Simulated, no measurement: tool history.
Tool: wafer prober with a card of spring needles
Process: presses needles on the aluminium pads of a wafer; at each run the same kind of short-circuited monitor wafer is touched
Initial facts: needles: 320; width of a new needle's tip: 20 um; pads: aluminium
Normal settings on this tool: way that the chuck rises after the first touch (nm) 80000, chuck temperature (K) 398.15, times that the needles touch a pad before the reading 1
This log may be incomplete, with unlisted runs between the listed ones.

run	hour	way that the chuck rises after the first touch (nm)	chuck temperature (K)	times that the needles touch a pad before the reading	resistance of one needle with its contact and lead (mohm)	way that a needle slides on the pad (nm)
1	0	80000	398.15	1	309	12578
# hour 10.7: tips cleaned on abrasive film
# hour 39.9: tips cleaned on abrasive film
2	43.9	80000	398.15	1	285	12564
# hour 68.5: tips cleaned on abrasive film
3	88.3	69000	398.15	1	327	10825
# hour 97.7: tips cleaned on abrasive film
# hour 125.4: tips cleaned on abrasive film
4	142.2	80000	398.15	1	305	12547
# hour 154.4: tips cleaned on abrasive film
5	174.9	80000	398.15	1	310	12541
# hour 185.2: tips cleaned on abrasive film
# hour 212.8: tips cleaned on abrasive film
# hour 242.2: tips cleaned on abrasive film
6	246.1	80000	323.15	1	260	12511
# hour 270.7: tips cleaned on abrasive film
# hour 286.6: height of the first contact set anew
# hour 298.3: tips cleaned on abrasive film
7	312.6	80000	323.15	1	289	12605
# hour 331.6: tips cleaned on abrasive film
# hour 360.3: tips cleaned on abrasive film
8	378.7	80000	323.15	2	276	12583
# hour 389.2: tips cleaned on abrasive film
# hour 416.5: tips cleaned on abrasive film
9	438.1	80000	323.15	2	280	12571
# hour 444.3: tips cleaned on abrasive film
# hour 471.6: tips cleaned on abrasive film
# hour 503: tips cleaned on abrasive film
10	505.6	80000	323.15	2	256	12543
# hour 534.2: tips cleaned on abrasive film
# hour 562.3: tips cleaned on abrasive film
11	563.2	80000	398.15	2	269	12530
# hour 591.2: tips cleaned on abrasive film
# hour 618.6: tips cleaned on abrasive film
12	620.4	80000	398.15	2	276	12513
# hour 646.4: tips cleaned on abrasive film
13	662.5	80000	398.15	2	288	12505
# hour 674.3: tips cleaned on abrasive film
# hour 674.6: height of the first contact set anew
# hour 705.7: tips cleaned on abrasive film
14	708.4	75000	398.15	1	282	11814
# hour 734.4: tips cleaned on abrasive film
# hour 762.9: tips cleaned on abrasive film
15	762.9	80000	398.15	1	274	12586
# hour 795.5: tips cleaned on abrasive film
16	809.4	80000	398.15	1	311	12580
# hour 825.8: tips cleaned on abrasive film
# hour 858.7: tips cleaned on abrasive film
17	876	80000	398.15	1	313	12568
# hour 888.8: tips cleaned on abrasive film
# hour 919.5: tips cleaned on abrasive film
18	919.7	80000	398.15	3	268	12534
# hour 952.7: tips cleaned on abrasive film
19	960.7	80000	398.15	3	277	12537
# hour 983.2: tips cleaned on abrasive film
# hour 1011.4: tips cleaned on abrasive film
20	1012.8	99000	392.15	3	257	15522
# hour 1042.5: tips cleaned on abrasive film
# hour 1063.3: height of the first contact set anew
21	1069.6	99000	392.15	3	276	15593
# hour 1073.9: tips cleaned on abrasive film
# hour 1105.6: tips cleaned on abrasive film
# hour 1134.7: tips cleaned on abrasive film
22	1140.8	90000	306.15	1	257	14157
# hour 1162.8: tips cleaned on abrasive film
23	1184.5	97000	398.15	1	291	15246
# hour 1194.2: tips cleaned on abrasive film
# hour 1221.7: tips cleaned on abrasive film
24	1225.9	69000	342.15	1	282	10827
# hour 1250.2: tips cleaned on abrasive film
25	1274.5	96000	373.15	1	290	15068
# hour 1281.2: tips cleaned on abrasive film
# hour 1309.7: tips cleaned on abrasive film
26	1313.2	96000	373.15	1	272	15061
# hour 1338.5: tips cleaned on abrasive film
27	1355.4	80000	376.15	2	281	12523
# hour 1368: tips cleaned on abrasive film
28	1388.9	83000	398.15	1	308	12999
# hour 1397.4: tips cleaned on abrasive film
# hour 1425.5: tips cleaned on abrasive film
# hour 1450.3: height of the first contact set anew
29	1450.3	71000	312.15	1	312	11191
# hour 1454: tips cleaned on abrasive film
# hour 1484.5: tips cleaned on abrasive film
30	1484.7	89000	312.15	1	247	14011

Below, each run's measurement less what the same run would have read without the hidden state. Both values contain the same run-to-run variation, but the gauge's scatter may not be the same in both:
What the log doesn't record here: debris on the tips, nm; way that the needles fall short of the set height, um; tips' diameter, um; drift of the gauge itself on contact_mohm, %; drift of the gauge itself on scrub_um, %.
run	resistance of one needle with its contact and lead (mohm)	way that a needle slides on the pad (nm)
1	+45	-20
2	+21	-37
3	+58	-44
4	+39	-57
5	+44	-63
6	+20	-85
7	+44	-6
8	+30	-23
9	+31	-34
10	+10	-59
11	+6	-75
12	+9	-90
13	+25	-97
14	+18	-6
15	+6	-21
16	+42	-26
17	+45	-42
18	+3	-60
19	+11	-67
20	+4	-81
21	+13	+0
22	+24	-25
23	+33	-31
24	+31	-46
25	+37	-52
26	+16	-66
27	+26	-73
28	+44	-81
29	+68	+0
30	+7	-15
